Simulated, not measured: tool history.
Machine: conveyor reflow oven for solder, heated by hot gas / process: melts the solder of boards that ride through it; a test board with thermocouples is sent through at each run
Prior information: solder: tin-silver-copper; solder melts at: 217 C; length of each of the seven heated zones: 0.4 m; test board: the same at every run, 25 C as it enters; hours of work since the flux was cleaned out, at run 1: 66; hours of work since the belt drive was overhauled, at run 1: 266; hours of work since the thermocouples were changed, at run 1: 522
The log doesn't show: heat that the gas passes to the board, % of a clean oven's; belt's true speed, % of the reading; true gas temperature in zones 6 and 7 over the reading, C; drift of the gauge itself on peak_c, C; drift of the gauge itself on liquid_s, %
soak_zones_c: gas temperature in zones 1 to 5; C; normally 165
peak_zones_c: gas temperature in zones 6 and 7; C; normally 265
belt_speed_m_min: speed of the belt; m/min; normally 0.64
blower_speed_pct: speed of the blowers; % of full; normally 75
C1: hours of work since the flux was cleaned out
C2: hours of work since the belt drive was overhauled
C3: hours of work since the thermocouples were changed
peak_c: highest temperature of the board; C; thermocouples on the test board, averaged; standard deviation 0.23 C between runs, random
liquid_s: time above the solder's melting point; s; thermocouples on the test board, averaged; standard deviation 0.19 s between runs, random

run 1 day=0 | soak_zones_c=165 peak_zones_c=265 belt_speed_m_min=0.64 blower_speed_pct=75 | C1=66 C2=266 C3=522 | peak_c=253.3 liquid_s=54.9
run 2 day=0.596 | soak_zones_c=165 peak_zones_c=265 belt_speed_m_min=0.64 blower_speed_pct=75 | C1=76 C2=276 C3=531 | peak_c=253.3 liquid_s=55.1
run 3 day=0.892 | soak_zones_c=165 peak_zones_c=265 belt_speed_m_min=0.64 blower_speed_pct=75 | C1=80 C2=280 C3=536 | peak_c=253.6 liquid_s=54.9
run 4 day=1.371 | soak_zones_c=165 peak_zones_c=265 belt_speed_m_min=0.64 blower_speed_pct=75 | C1=88 C2=288 C3=544 | peak_c=253.2 liquid_s=55
run 5 day=1.75 | soak_zones_c=165 peak_zones_c=269 belt_speed_m_min=0.64 blower_speed_pct=75 | C1=94 C2=294 C3=550 | peak_c=257 liquid_s=57.2
run 6 day=2.15 | soak_zones_c=165 peak_zones_c=269 belt_speed_m_min=0.64 blower_speed_pct=75 | C1=100 C2=300 C3=556 | peak_c=257.1 liquid_s=57
run 7 day=2.738 | soak_zones_c=165 peak_zones_c=269 belt_speed_m_min=0.64 blower_speed_pct=75 | C1=109 C2=309 C3=565 | peak_c=257 liquid_s=56.9
run 8 day=3.283 | soak_zones_c=165 peak_zones_c=265 belt_speed_m_min=0.64 blower_speed_pct=75 | C1=118 C2=318 C3=574 | peak_c=253.4 liquid_s=54.8
run 9 day=3.754 | soak_zones_c=165 peak_zones_c=265 belt_speed_m_min=0.64 blower_speed_pct=75 | C1=125 C2=325 C3=581 | peak_c=253.5 liquid_s=54.9
run 10 day=4.138 | soak_zones_c=165 peak_zones_c=265 belt_speed_m_min=0.64 blower_speed_pct=75 | C1=131 C2=331 C3=587 | peak_c=253.1 liquid_s=54.7
run 11 day=4.475 | soak_zones_c=165 peak_zones_c=265 belt_speed_m_min=0.64 blower_speed_pct=75 | C1=137 C2=337 C3=592 | peak_c=252.8 liquid_s=54.7
run 12 day=5.083 | soak_zones_c=165 peak_zones_c=265 belt_speed_m_min=0.64 blower_speed_pct=75 | C1=146 C2=346 C3=602 | peak_c=253.1 liquid_s=54.8
run 13 day=5.475 | soak_zones_c=165 peak_zones_c=265 belt_speed_m_min=0.64 blower_speed_pct=75 | C1=152 C2=352 C3=608 | peak_c=253.1 liquid_s=55
run 14 day=5.725 | soak_zones_c=159 peak_zones_c=262 belt_speed_m_min=0.64 blower_speed_pct=75 | C1=156 C2=356 C3=612 | peak_c=249.4 liquid_s=50.6
run 15 day=6.288 | soak_zones_c=159 peak_zones_c=262 belt_speed_m_min=0.64 blower_speed_pct=75 | C1=165 C2=365 C3=621 | peak_c=249.4 liquid_s=50.2
run 16 day=6.871 | soak_zones_c=176 peak_zones_c=265 belt_speed_m_min=0.64 blower_speed_pct=80 | C1=174 C2=374 C3=630 | peak_c=255.8 liquid_s=60.2
run 17 day=7.158 | soak_zones_c=176 peak_zones_c=265 belt_speed_m_min=0.64 blower_speed_pct=80 | C1=179 C2=379 C3=635 | peak_c=255.7 liquid_s=60
run 18 day=7.617 | soak_zones_c=161 peak_zones_c=265 belt_speed_m_min=0.64 blower_speed_pct=75 | C1=186 C2=386 C3=642 | peak_c=252.2 liquid_s=52.7
run 19 day=8.221 | soak_zones_c=161 peak_zones_c=265 belt_speed_m_min=0.64 blower_speed_pct=75 | C1=195 C2=395 C3=651 | peak_c=252.3 liquid_s=52.6
run 20 day=8.704 | soak_zones_c=165 peak_zones_c=265 belt_speed_m_min=0.64 blower_speed_pct=73 | C1=203 C2=403 C3=659 | peak_c=252.1 liquid_s=54.2
-- day=9.108 thermocouples of zones 6 and 7 changed
run 21 day=9.329 | soak_zones_c=165 peak_zones_c=257 belt_speed_m_min=0.64 blower_speed_pct=64 | C1=212 C2=412 C3=4 | peak_c=240.2 liquid_s=42.9
run 22 day=9.821 | soak_zones_c=165 peak_zones_c=257 belt_speed_m_min=0.64 blower_speed_pct=64 | C1=219 C2=419 C3=11 | peak_c=239.5 liquid_s=42.6
run 23 day=10.238 | soak_zones_c=165 peak_zones_c=257 belt_speed_m_min=0.64 blower_speed_pct=64 | C1=226 C2=426 C3=18 | peak_c=239.6 liquid_s=42.8
run 24 day=10.758 | soak_zones_c=155 peak_zones_c=257 belt_speed_m_min=0.667 blower_speed_pct=68 | C1=234 C2=434 C3=26 | peak_c=237.5 liquid_s=35.8
run 25 day=11.229 | soak_zones_c=176 peak_zones_c=265 belt_speed_m_min=0.553 blower_speed_pct=52 | C1=241 C2=441 C3=33 | peak_c=249.5 liquid_s=64

Hidden state at the last listed run before each entry between runs and at the first one after, where it differs:
Runs 20 to 21: thermocouples of zones 6 and 7 changed (day 9.108)
  heat that the gas passes to the board, % of a clean oven's: 92.3 -> 92; belt's true speed, % of the reading: 99.27 -> 99.26; true gas temperature in zones 6 and 7 over the reading, C: 2.82 -> -0.3
  measured less the result without the state, peak_c: +0.7 -> -1.8 C; liquid_s: +0.4 -> -2.2 s
